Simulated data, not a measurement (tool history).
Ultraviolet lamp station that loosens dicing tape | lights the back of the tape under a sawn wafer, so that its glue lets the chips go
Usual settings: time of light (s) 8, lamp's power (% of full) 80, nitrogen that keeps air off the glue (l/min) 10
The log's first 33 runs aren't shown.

run    hour  time of light (s)  lamp's power (% of full)  nitrogen that keeps air off the glue (l/min)  force that peels the tape off (N)  light that reached the tape (mJ/cm²)
 34  1538.5                  6                        80                                            10                              1.071                                   362
 35  1591.7                  8                        72                                            12                              0.792                                   435
 36  1631.2                  7                        65                                            16                              1.031                                   342
 37  1686.1                  8                        80                                             4                              1.078                                   473
 38  1715.5                  8                        70                                             4                              1.276                                   408
 39  1757.2                 11                        65                                            10                              0.618                                   516
 40  1812.0                 11                        88                                             4                              0.618                                   692
 41  1839.4                  5                        82                                             3                              2.101                                   292
     1862.4  -- window cleaned of glue's vapour
 42  1870.2                 11                        80                                            10                              0.422                                   667

Forecast each of these 4 alternatives for the next run:
  A  1901.6                 11                        62                                             6                                  ?                                     ?
  B  1901.6                 11                        90                                            10                                  ?                                     ?
  C  1901.6                  8                        83                                            10                                  ?                                     ?
  D  1901.6                 13                        80                                            10                                  ?                                     ?

run  force that peels the tape off (N)  light that reached the tape (mJ/cm²)
  A                              0.804                                   505
  B                              0.371                                   737
  C                              0.652                                   496
  D                              0.341                                   775
Without the tool's hidden state the same runs would have given:
run  force that peels the tape off (N)  light that reached the tape (mJ/cm²)
  A                              0.662                                   573
  B                              0.320                                   836
  C                              0.534                                   563
  D                              0.297                                   879
